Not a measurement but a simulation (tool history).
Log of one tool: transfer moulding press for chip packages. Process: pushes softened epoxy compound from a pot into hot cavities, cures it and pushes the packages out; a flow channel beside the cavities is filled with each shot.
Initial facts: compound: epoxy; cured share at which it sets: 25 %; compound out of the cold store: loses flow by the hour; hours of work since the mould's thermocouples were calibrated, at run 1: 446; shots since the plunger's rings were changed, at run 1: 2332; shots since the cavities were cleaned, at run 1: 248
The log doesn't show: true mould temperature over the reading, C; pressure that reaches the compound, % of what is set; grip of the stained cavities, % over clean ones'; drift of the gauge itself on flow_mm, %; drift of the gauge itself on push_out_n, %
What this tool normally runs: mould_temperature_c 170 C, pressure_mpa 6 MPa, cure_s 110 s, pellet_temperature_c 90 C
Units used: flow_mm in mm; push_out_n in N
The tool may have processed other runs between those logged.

run   hour  mould_temperature_c  pressure_mpa  cure_s  pellet_temperature_c  hours of work since the mould's thermocouples were calibrated  shots since the plunger's rings were changed  shots since the cavities were cleaned  incoming compound's hours out of the cold store  flow_mm  push_out_n
  1      0                  170             6     110                    90                                                            446                                          2332                                    248                                             47.3      766         341
  2   18.7                  170             6     110                    90                                                            460                                          2549                                    465                                               41      771         365
      31.7  -- cavities cleaned with cleaning compound and waxed
  3   46.4                  170          7.08     110                    90                                                            478                                          2853                                    170                                             29.9      859         341
  4   63.9                  170             6     131                    90                                                            491                                          3055                                    372                                               38      768         334
  5   75.6                  170             6     106                    90                                                            499                                          3191                                    508                                             11.5      829         408
      85.1  -- cavities cleaned with cleaning compound and waxed
  6   97.3                  169             6     106                    90                                                            514                                          3426                                    142                                             13.4      827         365
  7  111.8                  170             6     110                    90                                                            524                                          3594                                    310                                             45.5      752         355
  8  129.9                  170             6     110                    90                                                            537                                          3804                                    520                                               39      775         375
     139.2  -- cavities cleaned with cleaning compound and waxed
  9  148.2                  175             6     110                    90                                                            549                                          3999                                    104                                             38.6      745         295
 10  175.2                  175             6     110                    90                                                            568                                          4312                                    417                                             14.1      796         344
       193  -- plunger's sealing rings changed
     196.3  -- cavities cleaned with cleaning compound and waxed
 11  206.7                  175             6     110                    90                                                            588                                           141                                    120                                             20.7      841         291
 12  235.3                  165          6.39      95                    95                                                            608                                           473                                    452                                             35.6      849         647
     249.8  -- cavities cleaned with cleaning compound and waxed
 13  265.5                  173             6     113                    97                                                            629                                           806                                    182                                             43.2      776         306
 14  286.4                  173             6     113                    97                                                            644                                          1049                                    425                                             25.4      831         346
     303.2  -- cavities cleaned with cleaning compound and waxed
 15  306.7                  173          7.24     113                    84                                                            657                                          1267                                     41                                             40.5      854         299
 16  323.8                  169          4.52     108                    81                                                            669                                          1465                                    239                                             21.9      719         381
 17    336                  169          4.52     108                    81                                                            678                                          1606                                    380                                             35.6      694         387
     356.7  -- cavities cleaned with cleaning compound and waxed
 18  356.7                  169          5.77     131                    90                                                            692                                          1830                                      1                                             26.7      796         264
 19  373.2                  170          7.11      97                    82                                                            703                                          2020                                    191                                             45.9      825         402
 20  401.3                  163          4.86     110                    90                                                            724                                          2346                                    517                                             28.5      754         614
     410.1  -- cavities cleaned with cleaning compound and waxed
 21  424.4                  164          5.87     111                    85                                                            739                                          2597                                    165                                             47.3      774         465

Below are 4 alternative next runs, each starting from the tool's condition after run 21. Predict each:
  A  448.1                  170             6     140                    81                                                            756                                          2873                                    441                                             40.4        ?           ?
  B  448.1                  170             6     110                    85                                                            756                                          2873                                    441                                                8        ?           ?
  C  448.1                  170          4.72     135                    90                                                            756                                          2873                                    441                                             38.9        ?           ?
  D  448.1                  165          5.87     144                    85                                                            756                                          2873                                    441                                             28.7        ?           ?

run  flow_mm  push_out_n
  A      759         352
  B      852         394
  C      694         348
  D      812         368
Without the tool's unlogged condition, the same runs would have read:
run  flow_mm  push_out_n
  A      790         270
  B      886         294
  C      721         267
  D      844         277
